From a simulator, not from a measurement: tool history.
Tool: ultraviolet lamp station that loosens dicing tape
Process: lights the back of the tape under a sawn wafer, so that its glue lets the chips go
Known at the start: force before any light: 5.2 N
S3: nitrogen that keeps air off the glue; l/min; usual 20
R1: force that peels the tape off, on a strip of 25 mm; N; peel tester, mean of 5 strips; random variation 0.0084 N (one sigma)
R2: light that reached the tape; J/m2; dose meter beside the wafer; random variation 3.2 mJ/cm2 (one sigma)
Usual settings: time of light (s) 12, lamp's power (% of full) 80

Run 1, hour 0: usual settings. Result: R1 0.328 N, R2 4930 J/m2.
Run 2, hour 63.7: usual settings. Result: R1 0.347 N, R2 4950 J/m2.
Run 3, hour 97.6: usual settings. Result: R1 0.338 N, R2 4920 J/m2.
Run 4, hour 148.7: usual settings. Result: R1 0.336 N, R2 4930 J/m2.
Run 5, hour 218.9: usual settings but S3 10 l/min. Result: R1 0.566 N, R2 5030 J/m2.
Run 6, hour 277.7: usual settings but S3 10 l/min. Result: R1 0.544 N, R2 4860 J/m2.
Run 7, hour 347.2: usual settings but S3 21 l/min. Result: R1 0.331 N, R2 4920 J/m2.
Run 8, hour 404.6: usual settings but S3 19 l/min. Result: R1 0.353 N, R2 4940 J/m2.
Run 9, hour 456.3: usual settings but S3 19 l/min. Result: R1 0.342 N, R2 4950 J/m2.
Run 10, hour 489.4: usual settings but S3 19 l/min. Result: R1 0.36 N, R2 4980 J/m2.
Run 11, hour 557.4: usual settings. Result: R1 0.331 N, R2 4920 J/m2.
Run 12, hour 608: usual settings but time of light (s) 22. Result: R1 0.217 N, R2 9010 J/m2.
Run 13, hour 664.1: usual settings but lamp's power (% of full) 68. Result: R1 0.427 N, R2 4200 J/m2.
Run 14, hour 730.5: usual settings but time of light (s) 15. Result: R1 0.275 N, R2 6200 J/m2.
Run 15, hour 782.4: usual settings but time of light (s) 15. Result: R1 0.262 N, R2 6160 J/m2.
Run 16, hour 818.3: usual settings but time of light (s) 15, S3 39 l/min. Result: R1 0.215 N, R2 6150 J/m2.
Run 17, hour 863.5: usual settings but time of light (s) 15, S3 39 l/min. Result: R1 0.214 N, R2 6130 J/m2.
Run 18, hour 935.6: usual settings but time of light (s) 15, lamp's power (% of full) 60, S3 39 l/min. Result: R1 0.268 N, R2 4620 J/m2.
At hour 949.8: window cleaned of glue's vapour.
Run 19, hour 970.2: usual settings but time of light (s) 15, lamp's power (% of full) 95, S3 8 l/min. Result: R1 0.344 N, R2 7320 J/m2.
Run 20, hour 1040.8: usual settings but lamp's power (% of full) 82, S3 27 l/min. Result: R1 0.267 N, R2 5080 J/m2.

Forecast run 21:
Run 21, hour 1097.8: usual settings but time of light (s) 10, lamp's power (% of full) 79, S3 33 l/min. Result: R1 ?, R2 ?.

R1: 0.335 N
R2: 4080 J/m2
Without the tool's hidden state the same run would have given R1 0.335 N, R2 4090 J/m2.
